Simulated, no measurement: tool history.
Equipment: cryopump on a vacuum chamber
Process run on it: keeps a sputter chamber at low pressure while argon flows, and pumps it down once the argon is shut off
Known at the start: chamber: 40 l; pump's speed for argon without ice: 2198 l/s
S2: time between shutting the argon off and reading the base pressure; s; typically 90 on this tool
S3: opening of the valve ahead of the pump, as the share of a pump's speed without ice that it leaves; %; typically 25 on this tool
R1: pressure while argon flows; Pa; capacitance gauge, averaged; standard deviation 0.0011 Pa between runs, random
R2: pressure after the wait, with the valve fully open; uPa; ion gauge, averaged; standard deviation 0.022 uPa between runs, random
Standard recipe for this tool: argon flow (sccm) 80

Run 1, hour 0: usual settings. Result: R1 0.2493 Pa, R2 0.71 uPa.
Run 2, hour 13: usual settings. Result: R1 0.2525 Pa, R2 0.76 uPa.
Run 3, hour 28.6: usual settings but S2 44 s. Result: R1 0.2482 Pa, R2 1.23 uPa.
Run 4, hour 48.3: usual settings but S2 44 s. Result: R1 0.2505 Pa, R2 1.23 uPa.
Run 5, hour 74.1: usual settings but S3 36 %. Result: R1 0.176 Pa, R2 0.74 uPa.
Run 6, hour 98.3: usual settings but S3 36 %. Result: R1 0.1764 Pa, R2 0.79 uPa.
Run 7, hour 117.9: usual settings but S3 36 %. Result: R1 0.1766 Pa, R2 0.75 uPa.
Run 8, hour 139.3: usual settings but S3 36 %. Result: R1 0.1772 Pa, R2 0.78 uPa.
Run 9, hour 158.9: usual settings but S3 39 %. Result: R1 0.1651 Pa, R2 0.74 uPa.
Run 10, hour 172.5: usual settings but S3 39 %. Result: R1 0.1642 Pa, R2 0.76 uPa.
Run 11, hour 190.2: usual settings but S3 39 %. Result: R1 0.1653 Pa, R2 0.75 uPa.
Run 12, hour 209.2: usual settings but argon flow (sccm) 127. Result: R1 0.4015 Pa, R2 0.75 uPa.
Run 13, hour 237.7: usual settings. Result: R1 0.2523 Pa, R2 0.77 uPa.
Run 14, hour 250: usual settings but S3 17 %. Result: R1 0.3679 Pa, R2 0.8 uPa.
Run 15, hour 263.4: usual settings but S3 17 %. Result: R1 0.369 Pa, R2 0.76 uPa.
Run 16, hour 275.2: usual settings but S3 17 %. Result: R1 0.3704 Pa, R2 0.75 uPa.
Run 17, hour 287.1: usual settings but argon flow (sccm) 32. Result: R1 0.1007 Pa, R2 0.77 uPa.
Run 18, hour 303.7: usual settings but argon flow (sccm) 35, S2 111 s, S3 44 %. Result: R1 0.0651 Pa, R2 0.68 uPa.
Run 19, hour 325.2: usual settings but argon flow (sccm) 35, S2 111 s, S3 44 %. Result: R1 0.0649 Pa, R2 0.68 uPa.
Run 20, hour 348.8: usual settings but argon flow (sccm) 35, S2 111 s, S3 44 %. Result: R1 0.0645 Pa, R2 0.7 uPa.
Run 21, hour 372.3: usual settings but argon flow (sccm) 35, S2 111 s, S3 44 %. Result: R1 0.0647 Pa, R2 0.67 uPa.
Run 22, hour 399.1: usual settings but argon flow (sccm) 35, S2 111 s, S3 44 %. Result: R1 0.0653 Pa, R2 0.69 uPa.
Run 23, hour 420.2: usual settings but argon flow (sccm) 73, S2 111 s, S3 40 %. Result: R1 0.1481 Pa, R2 0.73 uPa.
Run 24, hour 435.7: usual settings but argon flow (sccm) 73, S2 111 s, S3 40 %. Result: R1 0.1498 Pa, R2 0.69 uPa.
Run 25, hour 461.6: usual settings but argon flow (sccm) 73, S2 111 s, S3 40 %. Result: R1 0.1481 Pa, R2 0.71 uPa.
Run 26, hour 487.1: usual settings but argon flow (sccm) 32, S2 38 s, S3 33 %. Result: R1 0.0773 Pa, R2 1.39 uPa.
Run 27, hour 499.2: usual settings but argon flow (sccm) 32, S2 38 s, S3 33 %. Result: R1 0.0784 Pa, R2 1.4 uPa.
Run 28, hour 526.4: usual settings but argon flow (sccm) 106, S2 29 s, S3 29 %. Result: R1 0.2917 Pa, R2 1.71 uPa.
Run 29, hour 541.8: usual settings but argon flow (sccm) 106, S2 53 s, S3 53 %. Result: R1 0.1675 Pa, R2 1.09 uPa.
Run 30, hour 556.7: usual settings but argon flow (sccm) 106, S2 53 s, S3 53 %. Result: R1 0.1672 Pa, R2 1.11 uPa.
Run 31, hour 575.4: usual settings but argon flow (sccm) 105, S2 26 s, S3 47 %. Result: R1 0.1859 Pa, R2 1.85 uPa.
Run 32, hour 593.1: usual settings but argon flow (sccm) 105, S2 26 s, S3 47 %. Result: R1 0.1869 Pa, R2 1.95 uPa.
Run 33, hour 609.5: usual settings but argon flow (sccm) 105, S2 26 s, S3 47 %. Result: R1 0.1871 Pa, R2 1.87 uPa.

Forecast each of these 3 alternatives for the next run:
Run A, hour 629.7: usual settings but argon flow (sccm) 36, S2 132 s, S3 38 %. Result: R1 ?, R2 ?.
Run B, hour 629.7: usual settings but argon flow (sccm) 42, S2 26 s, S3 47 %. Result: R1 ?, R2 ?.
Run C, hour 629.7: usual settings but argon flow (sccm) 56, S2 21 s, S3 57 %. Result: R1 ?, R2 ?.

run      R1    R2
  A  0.0781  0.65
  B  0.0748  1.83
  C  0.0835  2.28
With the hidden condition removed and each run's random variation left untouched, the same runs would have given:
run      R1    R2
  A  0.0727  0.42
  B  0.0686  1.61
  C  0.0753  2.06
